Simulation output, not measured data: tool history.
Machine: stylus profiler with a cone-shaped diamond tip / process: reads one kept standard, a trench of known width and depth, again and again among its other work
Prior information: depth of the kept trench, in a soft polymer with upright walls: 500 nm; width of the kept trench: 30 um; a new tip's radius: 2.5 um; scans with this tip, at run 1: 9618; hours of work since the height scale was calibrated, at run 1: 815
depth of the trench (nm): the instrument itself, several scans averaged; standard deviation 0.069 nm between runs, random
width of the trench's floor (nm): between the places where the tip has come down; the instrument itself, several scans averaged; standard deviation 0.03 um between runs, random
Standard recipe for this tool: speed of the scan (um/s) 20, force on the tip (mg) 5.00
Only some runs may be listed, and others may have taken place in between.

| run | hour | speed of the scan (um/s) | force on the tip (mg) | scans with this tip | hours of work since the height scale was calibrated | depth of the trench (nm) | width of the trench's floor (nm) |
|---|---|---|---|---|---|---|---|
| 1 | 0.0 | 20 | 5.00 | 9618 | 815 | 507.44 | 25380 |
| 2 | 114.9 | 20 | 5.00 | 10208 | 865 | 507.39 | 25340 |
| 3 | 166.8 | 20 | 5.00 | 10475 | 888 | 507.32 | 25320 |
| 4 | 282.8 | 43 | 5.00 | 11070 | 938 | 507.36 | 25160 |
|  | 385.9 | new tip fitted, height scale calibrated |
| 5 | 393.8 | 43 | 5.00 | 41 | 3 | 507.75 | 26830 |
| 6 | 489.2 | 43 | 5.00 | 530 | 45 | 507.68 | 26810 |
| 7 | 538.1 | 14 | 5.00 | 782 | 66 | 507.74 | 26750 |
| 8 | 638.1 | 14 | 5.00 | 1295 | 110 | 507.62 | 26650 |
| 9 | 736.2 | 14 | 5.00 | 1799 | 152 | 507.60 | 26570 |
| 10 | 845.3 | 14 | 5.00 | 2360 | 200 | 507.57 | 26500 |
| 11 | 900.5 | 14 | 5.00 | 2643 | 224 | 507.50 | 26460 |
| 12 | 988.5 | 53 | 3.97 | 3095 | 262 | 506.38 | 26330 |
| 13 | 1108.8 | 6 | 3.43 | 3713 | 315 | 505.81 | 26280 |
| 14 | 1158.7 | 6 | 3.43 | 3969 | 336 | 505.69 | 26230 |
| 15 | 1259.3 | 35 | 2.55 | 4486 | 380 | 504.59 | 26050 |
| 16 | 1336.8 | 35 | 2.55 | 4884 | 414 | 504.53 | 25970 |
| 17 | 1398.5 | 35 | 2.55 | 5201 | 441 | 504.57 | 26000 |
| 18 | 1456.7 | 35 | 2.55 | 5500 | 466 | 504.59 | 25880 |
| 19 | 1538.4 | 17 | 5.27 | 5920 | 502 | 507.54 | 25890 |
| 20 | 1649.0 | 22 | 1.67 | 6488 | 550 | 503.23 | 25750 |
| 21 | 1744.0 | 58 | 2.60 | 6976 | 591 | 504.61 | 25610 |
| 22 | 1855.2 | 20 | 13.71 | 7547 | 640 | 514.61 | 25650 |

Measured less the same run without the tool's hidden state. The same run-to-run variation is in both; the gauge's scatter may not be:
Hidden state present: radius of the tip, um; height scale over the true one, %; drift of the gauge itself on depth_nm, %; drift of the gauge itself on floor_um, %.
| run | depth of the trench (nm) | width of the trench's floor (nm) |
|---|---|---|
| 1 | -0.32 | -1590 |
| 2 | -0.36 | -1670 |
| 3 | -0.38 | -1700 |
| 4 | -0.42 | -1770 |
| 5 | -0.04 | -50 |
| 6 | -0.06 | -150 |
| 7 | -0.09 | -200 |
| 8 | -0.11 | -290 |
| 9 | -0.14 | -380 |
| 10 | -0.18 | -500 |
| 11 | -0.20 | -540 |
| 12 | -0.23 | -630 |
| 13 | -0.27 | -740 |
| 14 | -0.29 | -780 |
| 15 | -0.32 | -860 |
| 16 | -0.35 | -930 |
| 17 | -0.36 | -970 |
| 18 | -0.39 | -1020 |
| 19 | -0.42 | -1090 |
| 20 | -0.46 | -1180 |
| 21 | -0.49 | -1260 |
| 22 | -0.53 | -1350 |

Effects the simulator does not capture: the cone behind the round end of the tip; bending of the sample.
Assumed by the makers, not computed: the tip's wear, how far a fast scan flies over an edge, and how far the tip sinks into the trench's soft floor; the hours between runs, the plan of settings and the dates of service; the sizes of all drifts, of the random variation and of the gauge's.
